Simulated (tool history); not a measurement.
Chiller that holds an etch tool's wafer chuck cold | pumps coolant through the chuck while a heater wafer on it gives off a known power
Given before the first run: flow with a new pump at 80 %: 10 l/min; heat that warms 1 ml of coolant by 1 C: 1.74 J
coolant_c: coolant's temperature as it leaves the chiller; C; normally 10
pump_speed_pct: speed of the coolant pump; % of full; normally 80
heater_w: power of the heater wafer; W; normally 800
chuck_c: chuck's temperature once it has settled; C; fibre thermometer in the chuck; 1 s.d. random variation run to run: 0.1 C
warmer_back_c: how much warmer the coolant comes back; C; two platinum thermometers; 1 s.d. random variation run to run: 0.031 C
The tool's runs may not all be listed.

run 1 hour=0.0 | coolant_c=10 pump_speed_pct=80 heater_w=800 | chuck_c=16.9 warmer_back_c=3.09
run 2 hour=75.3 | coolant_c=10 pump_speed_pct=78 heater_w=800 | chuck_c=16.9 warmer_back_c=3.20
run 3 hour=210.9 | coolant_c=10 pump_speed_pct=80 heater_w=800 | chuck_c=16.8 warmer_back_c=3.14
run 4 hour=313.3 | coolant_c=10 pump_speed_pct=76 heater_w=800 | chuck_c=17.3 warmer_back_c=3.31
run 5 hour=413.5 | coolant_c=10 pump_speed_pct=66 heater_w=800 | chuck_c=17.9 warmer_back_c=3.85
run 6 hour=534.0 | coolant_c=10 pump_speed_pct=66 heater_w=800 | chuck_c=17.7 warmer_back_c=3.81
-- hour=639.7 coolant changed, channels flushed
run 7 hour=705.6 | coolant_c=10 pump_speed_pct=66 heater_w=800 | chuck_c=17.3 warmer_back_c=3.91
run 8 hour=800.9 | coolant_c=10 pump_speed_pct=66 heater_w=800 | chuck_c=17.4 warmer_back_c=3.93
run 9 hour=968.6 | coolant_c=10 pump_speed_pct=80 heater_w=800 | chuck_c=16.5 warmer_back_c=3.20
run 10 hour=1046.4 | coolant_c=10 pump_speed_pct=80 heater_w=800 | chuck_c=16.4 warmer_back_c=3.18
run 11 hour=1196.0 | coolant_c=10 pump_speed_pct=80 heater_w=800 | chuck_c=16.6 warmer_back_c=3.21
run 12 hour=1367.3 | coolant_c=10 pump_speed_pct=80 heater_w=800 | chuck_c=16.6 warmer_back_c=3.20
run 13 hour=1515.5 | coolant_c=10 pump_speed_pct=80 heater_w=800 | chuck_c=16.5 warmer_back_c=3.16
run 14 hour=1683.1 | coolant_c=10 pump_speed_pct=80 heater_w=800 | chuck_c=16.7 warmer_back_c=3.17
run 15 hour=1814.1 | coolant_c=16 pump_speed_pct=67 heater_w=800 | chuck_c=23.6 warmer_back_c=3.97

Predict the results of run 16:
run 16 hour=1913.0 | coolant_c=16 pump_speed_pct=67 heater_w=415 | chuck_c=? warmer_back_c=?

chuck_c: 20.2 C
warmer_back_c: 2.03 C
If the tool had no hidden condition, the same run with the same run-to-run variation would have returned chuck_c 19.7 C, warmer_back_c 1.73 C.

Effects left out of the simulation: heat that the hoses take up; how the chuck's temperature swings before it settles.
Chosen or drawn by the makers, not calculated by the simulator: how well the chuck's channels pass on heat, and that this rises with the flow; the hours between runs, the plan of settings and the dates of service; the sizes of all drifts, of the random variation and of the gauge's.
